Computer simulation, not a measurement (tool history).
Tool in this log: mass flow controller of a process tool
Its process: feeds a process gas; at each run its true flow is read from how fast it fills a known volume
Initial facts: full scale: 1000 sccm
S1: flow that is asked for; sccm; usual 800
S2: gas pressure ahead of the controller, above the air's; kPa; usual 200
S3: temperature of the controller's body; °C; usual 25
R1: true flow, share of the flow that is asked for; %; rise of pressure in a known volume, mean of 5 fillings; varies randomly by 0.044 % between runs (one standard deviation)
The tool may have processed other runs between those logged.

Run 1, day 0: usual settings. Result: R1 99.71 %.
Run 2, day 9.404: usual settings. Result: R1 99.72 %.
Run 3, day 14.171: usual settings. Result: R1 99.81 %.
Run 4, day 24.825: usual settings but S2 237 kPa. Result: R1 100.04 %.
Run 5, day 29.608: usual settings but S1 227 sccm. Result: R1 98.89 %.
Run 6, day 38.717: usual settings but S1 227 sccm. Result: R1 99.01 %.
Run 7, day 48.188: usual settings but S1 227 sccm. Result: R1 99.14 %.
Run 8, day 57.358: usual settings but S1 227 sccm. Result: R1 99.24 %.
Run 9, day 62.762: usual settings but S1 227 sccm. Result: R1 99.34 %.
Run 10, day 73.375: usual settings but S1 712 sccm. Result: R1 100.45 %.
Run 11, day 83.079: usual settings but S1 712 sccm. Result: R1 100.64 %.
Run 12, day 90.229: usual settings but S1 712 sccm. Result: R1 100.59 %.
Run 13, day 99.554: usual settings but S1 218 sccm, S2 258 kPa, S3 23 °C. Result: R1 99.77 %.
Run 14, day 104.579: usual settings but S1 218 sccm, S2 258 kPa, S3 23 °C. Result: R1 99.78 %.
Run 15, day 110.371: usual settings but S1 218 sccm, S2 258 kPa, S3 31 °C. Result: R1 100.53 %.
Run 16, day 118.433: usual settings but S1 218 sccm, S2 258 kPa, S3 31 °C. Result: R1 100.6 %.
Run 17, day 129.338: usual settings but S1 448 sccm, S2 215 kPa. Result: R1 100.62 %.
Run 18, day 137.508: usual settings but S1 448 sccm, S2 215 kPa. Result: R1 100.87 %.
Run 19, day 144.042: usual settings but S1 129 sccm, S2 279 kPa, S3 38 °C. Result: R1 101.52 %.
Run 20, day 152.846: usual settings but S2 231 kPa, S3 22 °C. Result: R1 101.48 %.
Run 21, day 157.517: usual settings but S1 435 sccm, S2 177 kPa, S3 22 °C. Result: R1 100.68 %.
Run 22, day 162.467: usual settings but S1 412 sccm. Result: R1 100.98 %.
Run 23, day 170.433: usual settings but S1 405 sccm, S2 171 kPa, S3 22 °C. Result: R1 100.69 %.
Run 24, day 175.654: usual settings but S1 405 sccm, S2 183 kPa. Result: R1 101.1 %.

Selected run-to-run steps in R1, each split into two signed amounts: the part the tool would show with no hidden state at all (from settings, incoming material and random variation), and the remainder, which goes to the hidden state together with any gauge scatter not common to the measured and the hidden-state-free results:
The hidden state here: flow at rest that the sensor doesn't see, % of full scale; true flow over the shown one, %; drift of the gauge itself on true_pct, %.
Run 3 -> 4: S2 200 -> 237. R1 +0.23 %: hidden state +0.15, all else +0.08.
Run 4 -> 5: S1 800 -> 227, S2 237 -> 200. R1 -1.15 %: hidden state +0.05, all else -1.2.
Run 9 -> 10: S1 227 -> 712. R1 +1.11 %: hidden state +0.14, all else +0.97.
